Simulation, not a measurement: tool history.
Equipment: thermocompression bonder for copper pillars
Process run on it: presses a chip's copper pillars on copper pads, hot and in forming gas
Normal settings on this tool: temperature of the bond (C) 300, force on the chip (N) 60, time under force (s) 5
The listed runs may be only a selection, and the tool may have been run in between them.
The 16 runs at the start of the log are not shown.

run     day  temperature of the bond (C)  force on the chip (N)  time under force (s)  force that shears a chip off (N)
 17  13.496                          300                     60                     5                              50.7
 18  14.800                          300                     60                     5                              50.1
 19  15.625                          300                     60                     5                              49.2
 20  16.367                          300                     60                     5                              49.5
 21  16.971                          283                     49                     3                              25.5
 22  17.646                          282                     40                     5                              25.9
 23  18.783                          313                     83                     9                              84.4
 24  19.750                          313                     83                     9                              84.7
     20.421  -- forming gas filter changed
 25  20.550                          273                     55                     3                              24.6
 26  21.479                          273                     70                     3                              31.8
 27  22.021                          300                     45                     5                              39.0
 28  22.842                          300                     45                     5                              38.1
 29  23.529                          303                     43                     6                              41.2

Run 30 has not been measured yet. What should we expect?
 30  24.225                          303                     43                     6                                 ?

Run 30 gave force that shears a chip off (N) 40.5.
Had the tool carried no hidden state, the very same run would have given force that shears a chip off (N) 45.7.
